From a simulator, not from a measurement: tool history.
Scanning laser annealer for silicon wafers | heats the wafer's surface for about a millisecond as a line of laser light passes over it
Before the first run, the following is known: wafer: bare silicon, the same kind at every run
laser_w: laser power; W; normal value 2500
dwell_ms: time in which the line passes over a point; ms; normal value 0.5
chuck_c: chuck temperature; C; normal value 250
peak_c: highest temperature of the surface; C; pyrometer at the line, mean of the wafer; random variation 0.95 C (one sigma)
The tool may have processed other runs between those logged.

run	day	laser_w	dwell_ms	chuck_c	peak_c
1	0	2500	0.5	250	969.9
2	2.221	2364	0.5	250	931.9
3	3.917	2364	0.5	250	929.4
4	6.258	2364	0.5	250	930.7
5	7.842	2364	0.5	250	930.3
6	10.5	2500	0.5	250	971.6
7	13.175	2500	0.5	250	970.9
8	15.846	2500	0.5	250	972.1
9	17.588	2500	0.5	250	970.9
10	19.542	2500	0.5	250	970.3
11	20.771	2500	0.5	250	971.8
12	22.275	2500	0.5	251	972.7
13	23.979	2500	0.5	251	971.7
14	26.479	2500	0.5	251	971.9
15	28.388	2500	0.44	250	930.6
16	30.717	2500	0.44	250	930.8
17	32.471	2500	0.44	250	930.2
18	35.062	2500	0.44	250	930.9
19	37.283	2500	0.5	213	933
20	39.583	2238	0.5	250	892.2
21	41.1	2126	0.5	250	859.6
22	43.75	2126	0.5	250	860.6
23	46.4	2126	0.5	229	840.3
24	47.762	2235	0.615	239	945.7
25	49.308	2500	0.617	250	1044.8
26	51.746	2500	0.407	213	867.4
27	52.896	2137	0.407	213	772.2
28	55.146	2531	0.373	250	889.8
29	56.708	2531	0.373	250	890.8
30	59.108	2328	0.5	250	920.6
31	61.721	2500	0.505	273	997.8
32	63.321	2500	0.583	269	1043.4
33	64.779	2500	0.583	269	1042.3
34	65.975	2500	0.583	269	1043.2
35	67.929	2337	0.35	239	809.7
36	70.179	2409	0.384	226	841.2
37	72.121	2409	0.384	226	839.9
38	74.871	2269	0.603	226	937.9
39	76.95	2669	0.514	235	1016.9
40	78.838	2669	0.514	277	1057.8

Removed from this log: 1 entry logged between the listed runs. Between which two listed runs does each belong, and how does the tool's hidden state at the listed run before it compare with that at the listed run after it?
Logged between run 16 and run 17: window over the wafer cleaned (day 32.104)
  light that passes the window, % of a clean one's: 99.95 -> 99.99
